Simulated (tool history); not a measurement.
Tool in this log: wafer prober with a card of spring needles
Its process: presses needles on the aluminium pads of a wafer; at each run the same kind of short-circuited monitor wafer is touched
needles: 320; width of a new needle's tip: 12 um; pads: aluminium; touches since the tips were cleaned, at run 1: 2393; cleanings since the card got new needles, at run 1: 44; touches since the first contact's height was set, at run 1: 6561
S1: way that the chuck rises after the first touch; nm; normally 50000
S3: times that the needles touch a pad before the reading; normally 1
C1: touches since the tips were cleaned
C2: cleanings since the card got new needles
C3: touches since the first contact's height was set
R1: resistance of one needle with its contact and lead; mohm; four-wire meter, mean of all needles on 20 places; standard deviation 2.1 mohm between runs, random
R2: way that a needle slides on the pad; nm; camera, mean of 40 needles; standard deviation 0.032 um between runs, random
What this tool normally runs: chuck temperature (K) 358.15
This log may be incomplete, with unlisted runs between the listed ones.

Run 1, hour 0: usual settings; C1 2393; C2 44; C3 6561. Result: R1 226 mohm, R2 12760 nm.
At hour 13.8: tips cleaned on abrasive film.
Run 2, hour 16.7: usual settings but chuck temperature (K) 374.15; C1 1370; C2 45; C3 14391. Result: R1 235 mohm, R2 12770 nm.
At hour 31.9: tips cleaned on abrasive film.
Run 3, hour 31.9: usual settings but chuck temperature (K) 374.15; C1 0; C2 46; C3 21482. Result: R1 230 mohm, R2 12770 nm.
Run 4, hour 45.7: usual settings but S3 2; C1 6517; C2 46; C3 27999. Result: R1 227 mohm, R2 12740 nm.
At hour 49.9: tips cleaned on abrasive film.
Run 5, hour 60.1: usual settings but S1 33000 nm; C1 4816; C2 47; C3 34756. Result: R1 236 mohm, R2 8470 nm.
At hour 68.7: tips cleaned on abrasive film.
Run 6, hour 79.5: usual settings but S1 33000 nm; C1 5077; C2 48; C3 43836. Result: R1 237 mohm, R2 8420 nm.
At hour 87: tips cleaned on abrasive film.
Run 7, hour 94.9: usual settings but S1 30000 nm; C1 3716; C2 49; C3 51041. Result: R1 242 mohm, R2 7650 nm.
At hour 106.3: tips cleaned on abrasive film.
Run 8, hour 117.6: usual settings but S1 30000 nm; C1 5344; C2 50; C3 61698. Result: R1 234 mohm, R2 7680 nm.
At hour 124.7: tips cleaned on abrasive film.
Run 9, hour 127.4: usual settings but S1 30000 nm; C1 1245; C2 51; C3 66254. Result: R1 241 mohm, R2 7650 nm.
At hour 142.7: tips cleaned on abrasive film.
Run 10, hour 144.7: usual settings but S1 51000 nm, S3 2; C1 967; C2 52; C3 74393. Result: R1 227 mohm, R2 12940 nm.
At hour 157.6: height of the first contact set anew.
At hour 161.8: tips cleaned on abrasive film.
Run 11, hour 161.8: usual settings but S1 58000 nm; C1 0; C2 53; C3 1912. Result: R1 228 mohm, R2 14800 nm.
Run 12, hour 175.7: usual settings but S1 48000 nm, chuck temperature (K) 362.15; C1 6551; C2 53; C3 8463. Result: R1 231 mohm, R2 12190 nm.
At hour 179.9: tips cleaned on abrasive film.
Run 13, hour 192.3: usual settings but chuck temperature (K) 302.15, S3 3; C1 5854; C2 54; C3 16269. Result: R1 213 mohm, R2 12640 nm.
At hour 198.5: tips cleaned on abrasive film.
Run 14, hour 203.8: usual settings but chuck temperature (K) 350.15, S3 3; C1 2463; C2 55; C3 21609. Result: R1 227 mohm, R2 12710 nm.

Each row is a separate what-if for the run after 14, all from the same tool condition, not one after another. Results?
At hour 217.6: tips cleaned on abrasive film.
Run A, hour 221.3: usual settings but chuck temperature (K) 361.15, S3 2; C1 1757; C2 56; C3 29813. Result: R1 ?, R2 ?.
At hour 217.6: tips cleaned on abrasive film.
Run B, hour 221.3: usual settings but chuck temperature (K) 326.15, S3 3; C1 1757; C2 56; C3 29813. Result: R1 ?, R2 ?.
At hour 217.6: tips cleaned on abrasive film.
Run C, hour 221.3: usual settings but S1 35000 nm; C1 1757; C2 56; C3 29813. Result: R1 ?, R2 ?.
At hour 217.6: tips cleaned on abrasive film.
Run D, hour 221.3: usual settings but S1 40000 nm, chuck temperature (K) 360.15, S3 2; C1 1757; C2 56; C3 29813. Result: R1 ?, R2 ?.

run   R1     R2
  A  230  12720
  B  214  12630
  C  233   8850
  D  233  10120
What these runs would have given with no unlogged condition in the tool:
run   R1     R2
  A  230  12790
  B  214  12700
  C  233   8900
  D  233  10170
